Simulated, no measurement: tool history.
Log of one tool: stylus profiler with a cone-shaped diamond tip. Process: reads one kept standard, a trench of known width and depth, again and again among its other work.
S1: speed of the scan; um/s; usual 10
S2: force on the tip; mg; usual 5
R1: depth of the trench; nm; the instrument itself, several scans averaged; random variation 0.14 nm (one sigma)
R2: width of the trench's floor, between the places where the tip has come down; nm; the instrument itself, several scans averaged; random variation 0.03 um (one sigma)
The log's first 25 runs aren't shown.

run    hour  S1     S2      R1     R2
 26   849.4  19  11.58  519.35  95970
 27   897.1  10   4.63  510.83  95850
 28   930.8  10   4.63  510.59  95840
 29   963.8   3   6.22  513.14  95840
 30   999.2  16   9.83  517.68  95840
 31  1032.6  10  10.05  517.68  95780
 32  1055.1  10   6.73  513.86  95830
 33  1076.8  10  11.83  519.75  95830
 34  1111.6   5   2.56  507.85  95770
 35  1148.8  11   3.67  509.47  95840
 36  1188.9   6   8.54  516.13  95830
 37  1214.8   6   8.54  516.11  95770
 38  1265.2   6   8.54  516.58  95700
 39  1312.6   6   8.54   516.5  95740
 40  1351.4   9   8.54  516.23  95730
 41  1379.4  18   1.96  506.99  95670
 42  1415.5  27  10.27  518.55  95670

Forecast each of these 3 alternatives for the next run:
  A  1440.4   3  2.21   ?   ?
  B  1440.4   7   7.2   ?   ?
  C  1440.4   6  2.28   ?   ?

run      R1     R2
  A  507.38  95670
  B  514.85  95620
  C  507.95  95660
Without the tool's hidden state the same runs would have given:
run      R1     R2
  A  506.06  96980
  B  513.52  96930
  C  506.64  96970

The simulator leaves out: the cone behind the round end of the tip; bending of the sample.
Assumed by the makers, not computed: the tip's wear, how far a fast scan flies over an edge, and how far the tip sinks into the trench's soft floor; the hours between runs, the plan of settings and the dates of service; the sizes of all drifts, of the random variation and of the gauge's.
